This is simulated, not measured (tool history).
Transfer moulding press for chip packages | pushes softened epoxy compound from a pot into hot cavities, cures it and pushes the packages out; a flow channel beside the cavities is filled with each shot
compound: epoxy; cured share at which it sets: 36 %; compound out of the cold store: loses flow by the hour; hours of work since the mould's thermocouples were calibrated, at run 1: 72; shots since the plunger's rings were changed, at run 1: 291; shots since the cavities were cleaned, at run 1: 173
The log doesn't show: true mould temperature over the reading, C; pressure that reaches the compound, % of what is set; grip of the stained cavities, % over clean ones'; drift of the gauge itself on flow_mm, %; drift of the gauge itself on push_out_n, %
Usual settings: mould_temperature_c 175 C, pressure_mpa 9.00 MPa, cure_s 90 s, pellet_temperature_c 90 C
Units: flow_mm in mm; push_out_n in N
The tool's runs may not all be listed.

run     day  mould_temperature_c  pressure_mpa  cure_s  pellet_temperature_c  hours of work since the mould's thermocouples were calibrated  shots since the plunger's rings were changed  shots since the cavities were cleaned  incoming compound's hours out of the cold store  flow_mm  push_out_n
  1   0.000                  175          9.00      90                    90                                                             72                                           291                                    173                                             15.9      717         308
  2   0.354                  175          9.00      90                    90                                                             78                                           430                                    312                                             38.6      649         320
      0.833  -- cavities cleaned with cleaning compound and waxed
  3   0.979                  175          9.00      90                    90                                                             89                                           652                                     58                                             48.0      617         297
  4   1.283                  175          9.00      90                    90                                                             94                                           772                                    178                                             24.7      690         299
  5   1.842                  175          9.00      80                    90                                                            105                                           991                                    397                                             27.0      680         347
      2.112  -- cavities cleaned with cleaning compound and waxed
  6   2.292                  176          9.00      90                    90                                                            112                                          1144                                     71                                             15.1      722         297
  7   2.692                  176          9.00      90                    90                                                            119                                          1302                                    229                                             21.0      694         292
  8   3.129                  176          9.00      90                    90                                                            127                                          1474                                    401                                             26.4      671         300
      3.396  -- cavities cleaned with cleaning compound and waxed
  9   3.592                  176          9.00      90                    90                                                            134                                          1631                                     77                                             29.7      663         290
 10   4.088                  176          9.00      90                    90                                                            143                                          1826                                    272                                             28.6      667         298
 11   4.454                  176          9.00      90                    90                                                            150                                          1971                                    417                                             20.7      695         320
      4.662  -- cavities cleaned with cleaning compound and waxed
 12   5.012                  176          9.00      90                    90                                                            159                                          2166                                    138                                             47.9      614         294
 13   5.367                  176          9.00      90                    90                                                            166                                          2305                                    277                                             11.6      720         301
 14   5.708                  175          9.00      90                    90                                                            172                                          2440                                    412                                             34.3      658         323
      5.933  -- cavities cleaned with cleaning compound and waxed
 15   6.021                  177          8.22     118                    90                                                            177                                          2539                                     36                                             19.8      665         275
 16   6.500                  179          6.94      92                    90                                                            186                                          2727                                    224                                             11.2      628         278
 17   7.062                  183          9.00      75                    96                                                            196                                          2948                                    445                                             25.6      654         289
      7.200  -- cavities cleaned with cleaning compound and waxed
 18   7.617                  183          9.00      75                    96                                                            205                                          3142                                    165                                             42.9      603         295
 19   8.200                  176          9.73      90                    86                                                            216                                          3371                                    394                                             27.7      701         300
      8.462  -- cavities cleaned with cleaning compound and waxed
 20   8.825                  179          9.73      76                    90                                                            226                                          3592                                    142                                             30.8      675         326
 21   9.171                  179          8.85      86                    90                                                            232                                          3729                                    279                                             38.7      622         293
 22   9.458                  179          8.85      86                    90                                                            238                                          3843                                    393                                             29.7      651         293
      9.742  -- cavities cleaned with cleaning compound and waxed
 23  10.058                  179          8.85     122                    90                                                            247                                          4054                                    126                                             11.4      708         273
 24  10.512                  175          9.85      90                    90                                                            256                                          4232                                    304                                             46.0      653         315
     11.029  -- cavities cleaned with cleaning compound and waxed
 25  11.150                  175          6.97     102                    90                                                            266                                          4458                                     46                                             29.2      589         291
 26  11.521                  181          9.00      90                    84                                                            273                                          4605                                    193                                             20.2      682         287
 27  11.817                  169          8.42     103                    84                                                            278                                          4720                                    308                                             45.7      623         336
     12.029  -- plunger's sealing rings changed
 28  12.283                  167          9.00      90                    87                                                            285                                           100                                    452                                             41.3      663         467

Hidden state at the last listed run before each entry between runs and at the first one after, where it differs:
Between runs 2 and 3: cavities cleaned with cleaning compound and waxed (day 0.833)
  pressure that reaches the compound, % of what is set: 99.98 -> 99.97; grip of the stained cavities, % over clean ones': 0.8 -> 0.2
Between runs 5 and 6: cavities cleaned with cleaning compound and waxed (day 2.112)
  true mould temperature over the reading, C: 0 -> 0.01; pressure that reaches the compound, % of what is set: 99.96 -> 99.95; grip of the stained cavities, % over clean ones': 0.9 -> 0.3
Between runs 8 and 9: cavities cleaned with cleaning compound and waxed (day 3.396)
  pressure that reaches the compound, % of what is set: 99.94 -> 99.93; grip of the stained cavities, % over clean ones': 0.9 -> 0.3
Between runs 11 and 12: cavities cleaned with cleaning compound and waxed (day 4.662)
  pressure that reaches the compound, % of what is set: 99.92 -> 99.91; grip of the stained cavities, % over clean ones': 0.9 -> 0.5
Between runs 14 and 15: cavities cleaned with cleaning compound and waxed (day 5.933)
  grip of the stained cavities, % over clean ones': 0.9 -> 0.2
Between runs 17 and 18: cavities cleaned with cleaning compound and waxed (day 7.200)
  pressure that reaches the compound, % of what is set: 99.88 -> 99.87; grip of the stained cavities, % over clean ones': 1 -> 0.5
Between runs 19 and 20: cavities cleaned with cleaning compound and waxed (day 8.462)
  grip of the stained cavities, % over clean ones': 0.9 -> 0.5
Between runs 22 and 23: cavities cleaned with cleaning compound and waxed (day 9.742)
  grip of the stained cavities, % over clean ones': 0.9 -> 0.4
Between runs 24 and 25: cavities cleaned with cleaning compound and waxed (day 11.029)
  pressure that reaches the compound, % of what is set: 99.83 -> 99.82; grip of the stained cavities, % over clean ones': 0.8 -> 0.2
Between runs 27 and 28: plunger's sealing rings changed (day 12.029)
  pressure that reaches the compound, % of what is set: 99.81 -> 99.99; grip of the stained cavities, % over clean ones': 0.8 -> 1

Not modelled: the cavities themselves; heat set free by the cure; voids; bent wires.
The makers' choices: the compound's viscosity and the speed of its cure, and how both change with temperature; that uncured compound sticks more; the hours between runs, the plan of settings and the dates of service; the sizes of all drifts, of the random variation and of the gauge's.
